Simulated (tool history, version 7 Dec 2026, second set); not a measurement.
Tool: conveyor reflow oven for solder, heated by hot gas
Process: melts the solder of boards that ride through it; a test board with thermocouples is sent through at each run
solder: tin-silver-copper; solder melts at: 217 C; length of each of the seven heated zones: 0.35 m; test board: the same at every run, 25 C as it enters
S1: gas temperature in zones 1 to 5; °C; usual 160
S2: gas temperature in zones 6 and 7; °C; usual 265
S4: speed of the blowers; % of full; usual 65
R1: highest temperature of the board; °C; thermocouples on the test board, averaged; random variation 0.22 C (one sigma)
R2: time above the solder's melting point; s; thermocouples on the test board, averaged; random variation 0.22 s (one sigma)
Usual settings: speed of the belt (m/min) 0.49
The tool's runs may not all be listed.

run 1 hour=0 | S1=160 S2=265 speed_of_the_belt_(m/min)=0.49 S4=65 | R1=249 R2=57.2
run 2 hour=35 | S1=147 S2=265 speed_of_the_belt_(m/min)=0.49 S4=65 | R1=246.6 R2=51.2
run 3 hour=72.5 | S1=161 S2=265 speed_of_the_belt_(m/min)=0.49 S4=65 | R1=248.9 R2=57.7
run 4 hour=108.4 | S1=161 S2=265 speed_of_the_belt_(m/min)=0.49 S4=65 | R1=248.5 R2=57.3
run 5 hour=142.8 | S1=161 S2=265 speed_of_the_belt_(m/min)=0.49 S4=65 | R1=248.6 R2=57.4
run 6 hour=171.9 | S1=161 S2=265 speed_of_the_belt_(m/min)=0.49 S4=65 | R1=248.6 R2=57.1
-- hour=191.6 flux residue cleaned out of gas plates and filters
-- hour=210.4 thermocouples of zones 6 and 7 changed
run 7 hour=220.2 | S1=161 S2=265 speed_of_the_belt_(m/min)=0.49 S4=65 | R1=248.8 R2=56.6
run 8 hour=248.9 | S1=161 S2=265 speed_of_the_belt_(m/min)=0.442 S4=65 | R1=251.9 R2=67.2
run 9 hour=282.2 | S1=161 S2=265 speed_of_the_belt_(m/min)=0.442 S4=65 | R1=251.4 R2=67.5
-- hour=324.8 flux residue cleaned out of gas plates and filters, once more
run 10 hour=329.2 | S1=161 S2=265 speed_of_the_belt_(m/min)=0.442 S4=65 | R1=254.3 R2=70.3
run 11 hour=347.4 | S1=170 S2=265 speed_of_the_belt_(m/min)=0.442 S4=65 | R1=254.8 R2=74.8
run 12 hour=375.3 | S1=170 S2=265 speed_of_the_belt_(m/min)=0.442 S4=65 | R1=255 R2=74.1
run 13 hour=413.6 | S1=170 S2=264 speed_of_the_belt_(m/min)=0.442 S4=79 | R1=256.4 R2=76.6
-- hour=448.7 belt drive overhauled, speed set with a stopwatch
run 14 hour=450 | S1=147 S2=262 speed_of_the_belt_(m/min)=0.436 S4=87 | R1=253.7 R2=68.6
run 15 hour=485.9 | S1=147 S2=262 speed_of_the_belt_(m/min)=0.436 S4=71 | R1=251 R2=63.9
run 16 hour=515.3 | S1=160 S2=256 speed_of_the_belt_(m/min)=0.49 S4=65 | R1=241.8 R2=50.3
run 17 hour=552.5 | S1=160 S2=256 speed_of_the_belt_(m/min)=0.49 S4=65 | R1=241.6 R2=50.2
run 18 hour=584.2 | S1=160 S2=253 speed_of_the_belt_(m/min)=0.49 S4=65 | R1=238.8 R2=46.9
run 19 hour=626.1 | S1=160 S2=253 speed_of_the_belt_(m/min)=0.49 S4=65 | R1=238.6 R2=47.3
run 20 hour=652.6 | S1=160 S2=269 speed_of_the_belt_(m/min)=0.58 S4=65 | R1=246.6 R2=45
run 21 hour=690.6 | S1=160 S2=267 speed_of_the_belt_(m/min)=0.49 S4=69 | R1=252.2 R2=59.8

4 ways to go on from here, each from the tool as it stands after run 21. What would each give?
run A hour=718.6 | S1=160 S2=259 speed_of_the_belt_(m/min)=0.49 S4=58 | R1=? R2=?
run B hour=718.6 | S1=161 S2=265 speed_of_the_belt_(m/min)=0.588 S4=65 | R1=? R2=?
run C hour=718.6 | S1=146 S2=262 speed_of_the_belt_(m/min)=0.518 S4=69 | R1=? R2=?
run D hour=718.6 | S1=160 S2=265 speed_of_the_belt_(m/min)=0.49 S4=77 | R1=? R2=?

run=A R1=241.4 R2=49.3
run=B R1=242.8 R2=40.6
run=C R1=243.3 R2=44.2
run=D R1=252 R2=60.5
Without the tool's hidden state the same runs would have given:
run=A R1=243 R2=51.5
run=B R1=244.9 R2=42.9
run=C R1=245.3 R2=46.8
run=D R1=253.8 R2=62.4

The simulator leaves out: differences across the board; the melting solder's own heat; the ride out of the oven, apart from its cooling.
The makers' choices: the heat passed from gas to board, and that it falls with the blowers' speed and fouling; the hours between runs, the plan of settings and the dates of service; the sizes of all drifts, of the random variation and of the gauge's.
